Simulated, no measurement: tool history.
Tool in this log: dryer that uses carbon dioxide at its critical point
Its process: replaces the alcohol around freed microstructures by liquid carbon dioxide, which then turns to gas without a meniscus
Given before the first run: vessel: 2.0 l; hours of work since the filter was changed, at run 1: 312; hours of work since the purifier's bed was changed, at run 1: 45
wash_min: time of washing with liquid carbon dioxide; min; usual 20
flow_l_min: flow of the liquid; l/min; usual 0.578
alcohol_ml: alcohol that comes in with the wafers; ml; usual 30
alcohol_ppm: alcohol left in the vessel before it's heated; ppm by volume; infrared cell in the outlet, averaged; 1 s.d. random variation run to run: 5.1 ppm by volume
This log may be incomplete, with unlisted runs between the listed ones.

| run | hour | wash_min | flow_l_min | alcohol_ml | hours of work since the filter was changed | hours of work since the purifier's bed was changed | alcohol_ppm |
|---|---|---|---|---|---|---|---|
| 1 | 0.0 | 20 | 0.578 | 30 | 312 | 45 | 124 |
| 2 | 48.3 | 20 | 0.578 | 30 | 335 | 68 | 130 |
| 3 | 90.2 | 20 | 0.578 | 30 | 355 | 88 | 128 |
| 4 | 129.4 | 20 | 0.578 | 30 | 374 | 106 | 141 |
| 5 | 160.3 | 20 | 0.630 | 30 | 389 | 121 | 103 |
| 6 | 220.3 | 20 | 0.578 | 30 | 417 | 150 | 167 |
| 7 | 280.5 | 20 | 0.578 | 30 | 446 | 178 | 170 |
|  | 284.7 | inlet filter changed |
| 8 | 308.3 | 20 | 0.578 | 30 | 11 | 191 | 111 |
| 9 | 339.3 | 20 | 0.578 | 30 | 26 | 206 | 109 |
| 10 | 363.7 | 20 | 0.578 | 30 | 38 | 217 | 100 |
| 11 | 401.9 | 20 | 0.578 | 30 | 56 | 236 | 116 |
| 12 | 436.4 | 20 | 0.578 | 30 | 72 | 252 | 118 |
| 13 | 461.0 | 13 | 0.578 | 30 | 84 | 264 | 534 |
| 14 | 512.4 | 20 | 0.578 | 30 | 108 | 288 | 127 |
| 15 | 560.4 | 20 | 0.578 | 30 | 131 | 311 | 145 |
| 16 | 616.2 | 20 | 0.578 | 30 | 158 | 338 | 136 |
| 17 | 660.6 | 20 | 0.475 | 30 | 179 | 359 | 290 |
| 18 | 696.5 | 20 | 0.578 | 30 | 196 | 376 | 144 |
| 19 | 754.8 | 28 | 0.578 | 30 | 224 | 404 | 73 |
| 20 | 806.9 | 20 | 0.372 | 30 | 249 | 429 | 702 |
| 21 | 852.0 | 20 | 0.578 | 40 | 270 | 450 | 202 |
| 22 | 894.2 | 28 | 0.578 | 40 | 290 | 470 | 99 |
| 23 | 944.9 | 28 | 0.578 | 40 | 315 | 494 | 97 |
| 24 | 998.5 | 28 | 0.468 | 31 | 340 | 520 | 141 |
| 25 | 1050.6 | 13 | 0.516 | 28 | 365 | 545 | 933 |
| 26 | 1087.2 | 17 | 0.445 | 27 | 382 | 562 | 674 |
| 27 | 1132.4 | 12 | 0.445 | 27 | 404 | 584 | 1580 |
| 28 | 1185.0 | 12 | 0.445 | 27 | 429 | 609 | 1564 |
|  | 1224.1 | inlet filter changed |
| 29 | 1224.1 | 12 | 0.445 | 27 | 0 | 627 | 1299 |
| 30 | 1267.9 | 12 | 0.445 | 27 | 21 | 648 | 1259 |
| 31 | 1310.4 | 24 | 0.903 | 24 | 41 | 668 | 97 |
| 32 | 1334.9 | 24 | 0.903 | 24 | 53 | 680 | 100 |
| 33 | 1382.3 | 19 | 0.578 | 30 | 75 | 702 | 212 |
| 34 | 1420.7 | 19 | 0.578 | 30 | 94 | 721 | 216 |
|  | 1432.0 | purifier's bed changed |
| 35 | 1454.9 | 20 | 0.446 | 30 | 109 | 11 | 296 |
| 36 | 1503.4 | 20 | 0.845 | 47 | 132 | 34 | 22 |
| 37 | 1537.5 | 18 | 0.845 | 47 | 148 | 50 | 48 |
| 38 | 1572.1 | 18 | 0.845 | 47 | 164 | 67 | 33 |
| 39 | 1629.8 | 18 | 0.845 | 47 | 192 | 94 | 57 |
| 40 | 1677.0 | 18 | 0.845 | 47 | 214 | 117 | 66 |
| 41 | 1731.9 | 18 | 0.845 | 47 | 241 | 143 | 64 |
| 42 | 1780.2 | 31 | 0.578 | 30 | 264 | 166 | 42 |
| 43 | 1813.1 | 14 | 0.578 | 30 | 279 | 182 | 504 |
| 44 | 1864.3 | 14 | 0.578 | 30 | 304 | 206 | 521 |
| 45 | 1888.8 | 22 | 0.688 | 30 | 315 | 218 | 57 |
| 46 | 1919.5 | 23 | 0.576 | 108 | 330 | 232 | 258 |

Alternative continuations, all from the tool just after run 46; predict every row:
| A | 1965.3 | 17 | 0.465 | 65 | 352 | 254 | ? |
| B | 1965.3 | 28 | 0.576 | 108 | 352 | 254 | ? |
| C | 1965.3 | 23 | 0.576 | 21 | 352 | 254 | ? |

| run | alcohol_ppm |
|---|---|
| A | 1256 |
| B | 110 |
| C | 84 |
Stripped of hidden state, with their random variation kept, the same runs would have yielded:
| run | alcohol_ppm |
|---|---|
| A | 866 |
| B | 41 |
| C | 29 |
